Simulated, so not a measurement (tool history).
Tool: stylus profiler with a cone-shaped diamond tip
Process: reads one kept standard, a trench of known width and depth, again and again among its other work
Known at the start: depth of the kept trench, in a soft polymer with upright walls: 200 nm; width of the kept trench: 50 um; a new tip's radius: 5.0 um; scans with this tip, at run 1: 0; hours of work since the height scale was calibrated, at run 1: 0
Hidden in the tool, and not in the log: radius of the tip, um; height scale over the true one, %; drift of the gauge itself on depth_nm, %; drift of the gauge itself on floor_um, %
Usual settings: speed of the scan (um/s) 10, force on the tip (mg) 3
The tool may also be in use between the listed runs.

run	hour	speed of the scan (um/s)	force on the tip (mg)	scans with this tip	hours of work since the height scale was calibrated	depth of the trench (nm)	width of the trench's floor (um)
1	0	10	3	0	0	201.38	47.18
2	51.4	10	3	396	31	201.16	47
3	172.6	10	3	1329	104	201.4	46.65
4	254.1	10	3	1957	152	201.45	46.48
5	362.7	10	3	2793	218	201.5	46.3
6	481.1	10	3	3705	289	201.44	46.03
7	538.4	13	3	4146	323	201.43	45.96
8	592.1	13	3	4560	355	201.53	45.87
9	707.4	13	3	5447	424	201.64	45.66
10	791.9	6	2.32	6098	475	201.44	45.49
11	893.5	6	2.32	6881	536	201.46	45.36
12	1001	38	6.38	7709	601	202.49	45.02
13	1122.4	3	4.65	8643	673	202.35	45
# hour 1205.3: new tip fitted, height scale calibrated
14	1239.5	18	3.83	264	21	201.55	47.09
15	1320.5	6	2.21	888	69	201.06	46.89
16	1429.2	8	2.89	1725	134	201.43	46.58
17	1518.3	14	3.7	2411	188	201.6	46.43

4 ways to go on from here, each from the tool as it stands after run 17. What would each give?
A	1584.2	7	3.7	2919	227	?	?
B	1584.2	2	3	2919	227	?	?
C	1584.2	10	8.37	2919	227	?	?
D	1584.2	5	3.71	2919	227	?	?

run	depth of the trench (nm)	width of the trench's floor (um)
A	201.73	46.37
B	201.3	46.33
C	202.64	46.29
D	201.73	46.31
Without the tool's hidden state the same runs would have given:
run	depth of the trench (nm)	width of the trench's floor (um)
A	201.51	47.26
B	201.08	47.22
C	202.42	47.18
D	201.51	47.2
